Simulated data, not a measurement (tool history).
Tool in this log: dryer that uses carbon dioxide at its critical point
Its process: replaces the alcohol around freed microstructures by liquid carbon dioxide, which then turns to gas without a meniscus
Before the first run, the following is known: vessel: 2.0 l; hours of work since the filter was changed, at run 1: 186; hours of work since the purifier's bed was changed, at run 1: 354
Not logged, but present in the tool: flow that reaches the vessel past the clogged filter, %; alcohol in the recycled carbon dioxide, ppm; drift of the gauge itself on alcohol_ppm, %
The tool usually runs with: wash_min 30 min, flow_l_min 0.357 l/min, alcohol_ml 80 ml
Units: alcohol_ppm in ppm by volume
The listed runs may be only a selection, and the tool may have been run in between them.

run	hour	wash_min	flow_l_min	alcohol_ml	hours of work since the filter was changed	hours of work since the purifier's bed was changed	alcohol_ppm
1	0.0	30	0.357	80	186	354	1148
2	41.4	30	0.357	80	206	374	1202
3	70.6	30	0.357	80	221	388	1202
4	97.0	30	0.357	80	234	401	1225
5	124.0	30	0.357	80	247	414	1245
6	146.4	30	0.357	80	258	425	1271
7	177.8	30	0.357	80	273	441	1223
8	202.9	30	0.357	80	285	453	1276
9	234.2	34	0.357	80	300	468	850
10	272.1	34	0.357	80	319	487	895
11	290.8	34	0.357	80	328	496	887
12	332.8	30	0.357	80	349	516	1360
13	376.0	30	0.408	80	370	537	884
14	416.3	30	0.408	80	389	557	937
15	444.8	30	0.408	80	403	571	961
16	486.7	30	0.408	80	424	591	961
17	517.0	30	0.408	80	438	606	993
18	538.0	30	0.280	80	449	616	3102
19	569.9	30	0.280	80	464	632	3207
20	588.2	30	0.280	80	473	641	3256
21	620.1	30	0.280	40	489	656	1628
22	642.4	35	0.357	80	500	667	981
# hour 650.4: inlet filter changed
23	685.3	32	0.357	41	17	688	443
24	716.4	25	0.423	23	32	703	357
25	733.8	25	0.357	23	41	711	604
26	774.4	25	0.357	23	60	731	625
27	796.0	38	0.289	23	71	742	364
28	833.5	37	0.399	80	89	760	350
29	854.0	37	0.399	80	99	770	332
30	895.2	39	0.399	80	119	790	304
31	919.9	47	0.470	80	131	802	141
32	939.4	47	0.470	80	141	812	134
33	958.0	38	0.278	68	150	821	1080
34	996.3	38	0.278	68	169	839	1096
35	1034.7	38	0.278	68	187	858	1134
36	1068.6	38	0.233	73	204	875	2053
37	1105.4	18	0.562	45	222	893	876
38	1147.3	20	0.592	45	242	913	543
39	1187.3	37	0.595	74	262	933	149
40	1220.3	37	0.595	74	278	949	149
41	1246.9	25	0.484	80	291	962	857
42	1286.9	20	0.484	104	310	981	2256
43	1327.8	19	0.395	39	330	1001	1868

Measured result minus the same run's result without the hidden state. Both carry the same run-to-run variation, though not necessarily the same gauge scatter:
run	alcohol_ppm
1	+290
2	+320
3	+336
4	+354
5	+377
6	+392
7	+392
8	+425
9	+337
10	+368
11	+373
12	+522
13	+402
14	+439
15	+459
16	+471
17	+500
18	+1126
19	+1194
20	+1227
21	+652
22	+539
23	+106
24	+106
25	+124
26	+140
27	+125
28	+140
29	+140
30	+146
31	+115
32	+114
33	+281
34	+300
35	+328
36	+481
37	+299
38	+242
39	+136
40	+139
41	+369
42	+745
43	+557

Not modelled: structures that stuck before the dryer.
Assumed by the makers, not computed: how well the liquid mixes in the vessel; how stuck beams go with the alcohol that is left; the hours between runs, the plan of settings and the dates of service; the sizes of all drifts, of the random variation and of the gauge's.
